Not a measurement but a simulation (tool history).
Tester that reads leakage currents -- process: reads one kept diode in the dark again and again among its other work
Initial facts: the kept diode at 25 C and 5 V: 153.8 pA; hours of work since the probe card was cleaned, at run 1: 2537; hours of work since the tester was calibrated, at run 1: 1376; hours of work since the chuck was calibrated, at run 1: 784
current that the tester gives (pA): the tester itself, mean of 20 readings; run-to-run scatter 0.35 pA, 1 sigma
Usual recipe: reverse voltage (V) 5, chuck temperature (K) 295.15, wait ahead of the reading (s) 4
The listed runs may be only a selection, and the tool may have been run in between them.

run,hour,reverse voltage (V),chuck temperature (K),wait ahead of the reading (s),hours of work since the probe card was cleaned,hours of work since the tester was calibrated,hours of work since the chuck was calibrated,current that the tester gives (pA)
1,0,5,295.15,4,2537,1376,784,114.46
2,34.4,5,324.15,4,2563,1402,809,1579.01
3,77.2,5,324.15,4,2594,1434,841,1575.92
4,106.9,5,295.15,4,2616,1456,863,114.09
5,149.9,5,295.15,4,2648,1488,895,115.28
6,179.2,5,295.15,4,2670,1509,916,115.22
7,199.8,5,295.15,4,2685,1525,932,114.94
8,226.6,5,295.15,1.47,2705,1545,952,115.03
9,263.6,5,295.15,4.71,2732,1572,979,114.3
10,298,5,295.15,4.71,2758,1597,1005,114.53
11,321.5,5,304.15,1.12,2775,1615,1022,274.25
12,352.2,1.16,332.15,0.4,2798,1638,1045,1912.98
13,390.7,3.77,300.15,0.4,2827,1666,1073,172.59
14,417,3.77,307.15,2.45,2846,1686,1093,330.86
# hour 436.1: chuck's temperature calibrated
15,467.1,1.19,295.15,7.81,2882,1721,23,73.02
16,489.7,1.47,295.15,1.23,2899,1738,40,78.28
17,510.5,5,321.15,4.79,2914,1754,55,1230.62

Each row is a separate what-if for the run after 17, all from the same tool condition, not one after another. Results?
A,553.4,5,328.15,5.41,2946,1785,87,?
B,553.4,5,302.15,0.81,2946,1785,87,?
C,553.4,13.53,321.15,4.79,2946,1785,87,?
D,553.4,1.52,321.15,4.79,2946,1785,87,?
E,553.4,4.04,297.15,1.52,2946,1785,87,?

run,current that the tester gives (pA)
A,2198.65
B,226.83
C,1677.67
D,851.18
E,130.87
Stripped of hidden state, with their random variation kept, the same runs would have yielded:
run,current that the tester gives (pA)
A,2198.53
B,226.79
C,1677.51
D,851.13
E,130.83
